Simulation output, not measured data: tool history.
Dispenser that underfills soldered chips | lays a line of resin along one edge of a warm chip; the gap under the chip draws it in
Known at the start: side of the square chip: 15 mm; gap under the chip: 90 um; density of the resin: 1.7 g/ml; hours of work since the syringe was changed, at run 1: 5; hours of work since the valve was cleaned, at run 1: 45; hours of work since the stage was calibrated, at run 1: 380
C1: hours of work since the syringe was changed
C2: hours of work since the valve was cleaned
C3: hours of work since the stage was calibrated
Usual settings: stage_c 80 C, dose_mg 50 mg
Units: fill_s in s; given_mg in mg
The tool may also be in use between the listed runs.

Run 1, day 0: usual settings; C1 5; C2 45; C3 380. Result: fill_s 71.3 s, given_mg 48.26 mg.
At day 0.092: dispensing valve cleaned and set on the balance.
At day 0.283: new syringe of resin.
Run 2, day 0.6: usual settings but stage_c 91 C; C1 6; C2 9; C3 390. Result: fill_s 46.4 s, given_mg 49.62 mg.
At day 0.775: new syringe of resin.
Run 3, day 1.021: usual settings but dose_mg 46.7 mg; C1 4; C2 16; C3 397. Result: fill_s 68.1 s, given_mg 46.2 mg.
At day 1.3: new syringe of resin.
Run 4, day 1.329: usual settings but dose_mg 60.6 mg; C1 1; C2 21; C3 402. Result: fill_s 47.5 s, given_mg 59.75 mg.
At day 1.808: new syringe of resin.
Run 5, day 1.95: usual settings but dose_mg 60.6 mg; C1 3; C2 32; C3 413. Result: fill_s 56.4 s, given_mg 58.95 mg.
At day 2.304: new syringe of resin.
Run 6, day 2.304: usual settings but dose_mg 55.5 mg; C1 0; C2 38; C3 419. Result: fill_s 45 s, given_mg 53.75 mg.
At day 2.788: dispensing valve cleaned and set on the balance.
Run 7, day 2.788: usual settings but dose_mg 55.5 mg; C1 8; C2 0; C3 427. Result: fill_s 90.7 s, given_mg 55.64 mg.
At day 2.85: new syringe of resin.
Run 8, day 3.262: usual settings but dose_mg 55.5 mg; C1 7; C2 8; C3 435. Result: fill_s 89.6 s, given_mg 55.22 mg.
At day 3.358: new syringe of resin.
Run 9, day 3.6: usual settings but dose_mg 55.5 mg; C1 4; C2 14; C3 441. Result: fill_s 67.4 s, given_mg 54.71 mg.
At day 3.854: new syringe of resin.
Run 10, day 3.925: usual settings but stage_c 79 C, dose_mg 55.5 mg; C1 1; C2 19; C3 446. Result: fill_s 53 s, given_mg 54.6 mg.
At day 4.358: new syringe of resin.
Run 11, day 4.475: usual settings; C1 2; C2 29; C3 456. Result: fill_s 55 s, given_mg 48.86 mg.
At day 4.879: new syringe of resin.
Run 12, day 4.904: usual settings but stage_c 83 C; C1 0; C2 36; C3 463. Result: fill_s 42.7 s, given_mg 48.82 mg.
At day 5.404: new syringe of resin.
At day 5.521: dispensing valve cleaned and set on the balance.
Run 13, day 5.521: usual settings but stage_c 83 C; C1 1; C2 0; C3 473. Result: fill_s 45.2 s, given_mg 49.84 mg.
Run 14, day 5.804: usual settings but stage_c 83 C; C1 6; C2 5; C3 478. Result: fill_s 71.9 s, given_mg 49.58 mg.
At day 5.938: new syringe of resin.
Run 15, day 6.212: usual settings but stage_c 83 C; C1 5; C2 12; C3 485. Result: fill_s 66 s, given_mg 49.02 mg.
At day 6.425: new syringe of resin.
Run 16, day 6.671: usual settings but stage_c 70 C, dose_mg 58 mg; C1 4; C2 20; C3 493. Result: fill_s 107.6 s, given_mg 56.84 mg.
At day 6.933: new syringe of resin.
Run 17, day 7.046: usual settings but stage_c 73 C, dose_mg 52.2 mg; C1 2; C2 26; C3 499. Result: fill_s 79.2 s, given_mg 50.97 mg.
At day 7.425: new syringe of resin.
Run 18, day 7.483: usual settings; C1 1; C2 34; C3 507. Result: fill_s 52.8 s, given_mg 48.39 mg.
At day 7.962: new syringe of resin.
Run 19, day 8.046: usual settings but stage_c 67 C, dose_mg 46.3 mg; C1 2; C2 44; C3 516. Result: fill_s 108.7 s, given_mg 44.37 mg.
At day 8.238: dispensing valve cleaned and set on the balance.
At day 8.512: new syringe of resin.
Run 20, day 8.675: usual settings but stage_c 82 C, dose_mg 61.9 mg; C1 3; C2 8; C3 527. Result: fill_s 55 s, given_mg 61.5 mg.
At day 9.017: new syringe of resin.
Run 21, day 9.071: usual settings but stage_c 73 C, dose_mg 53.1 mg; C1 1; C2 14; C3 533. Result: fill_s 72.4 s, given_mg 52.88 mg.
Run 22, day 9.383: usual settings but dose_mg 55.6 mg; C1 6; C2 20; C3 539. Result: fill_s 85.1 s, given_mg 54.66 mg.
At day 9.529: new syringe of resin.
Run 23, day 9.683: usual settings but stage_c 70 C, dose_mg 44.8 mg; C1 3; C2 25; C3 544. Result: fill_s 100.6 s, given_mg 43.9 mg.
At day 10.038: new syringe of resin.
Run 24, day 10.162: usual settings but stage_c 66 C, dose_mg 50.5 mg; C1 2; C2 33; C3 552. Result: fill_s 114.9 s, given_mg 49.11 mg.
At day 10.579: new syringe of resin.
Run 25, day 10.7: usual settings but stage_c 66 C, dose_mg 50.5 mg; C1 2; C2 42; C3 562. Result: fill_s 114.7 s, given_mg 48.52 mg.
At day 10.933: dispensing valve cleaned and set on the balance.
Run 26, day 11.083: usual settings but stage_c 66 C, dose_mg 50.5 mg; C1 8; C2 3; C3 568. Result: fill_s 194.5 s, given_mg 50.44 mg.
At day 11.146: new syringe of resin.
Run 27, day 11.362: usual settings but stage_c 88 C, dose_mg 63.2 mg; C1 4; C2 7; C3 572. Result: fill_s 45.5 s, given_mg 62.9 mg.
At day 11.658: new syringe of resin.
Run 28, day 11.875: usual settings but dose_mg 47.9 mg; C1 4; C2 16; C3 581. Result: fill_s 69.4 s, given_mg 47.58 mg.
At day 12.162: new syringe of resin.
Run 29, day 12.483: usual settings but stage_c 89 C, dose_mg 53.4 mg; C1 6; C2 27; C3 592. Result: fill_s 52.9 s, given_mg 52.41 mg.
At day 12.679: new syringe of resin.
Run 30, day 13.017: usual settings but stage_c 81 C, dose_mg 48.9 mg; C1 6; C2 36; C3 601. Result: fill_s 77.8 s, given_mg 47.47 mg.

3 ways to go on from here, each from the tool as it stands after run 30. What would each give?
At day 13.204: new syringe of resin.
At day 13.617: dispensing valve cleaned and set on the balance.
Run A, day 13.617: usual settings but stage_c 93 C, dose_mg 48.9 mg; C1 7; C2 0; C3 611. Result: fill_s ?, given_mg ?.
At day 13.204: new syringe of resin.
At day 13.617: dispensing valve cleaned and set on the balance.
Run B, day 13.617: usual settings but stage_c 65 C, dose_mg 51.6 mg; C1 7; C2 0; C3 611. Result: fill_s ?, given_mg ?.
At day 13.204: new syringe of resin.
At day 13.617: dispensing valve cleaned and set on the balance.
Run C, day 13.617: usual settings but stage_c 68 C, dose_mg 45.1 mg; C1 7; C2 0; C3 611. Result: fill_s ?, given_mg ?.

run  fill_s  given_mg
  A    49.9     49.18
  B     181     51.62
  C   160.2     45.28
Without the tool's hidden state the same runs would have given:
run  fill_s  given_mg
  A    23.8     49.02
  B      84     51.46
  C    74.6     45.14
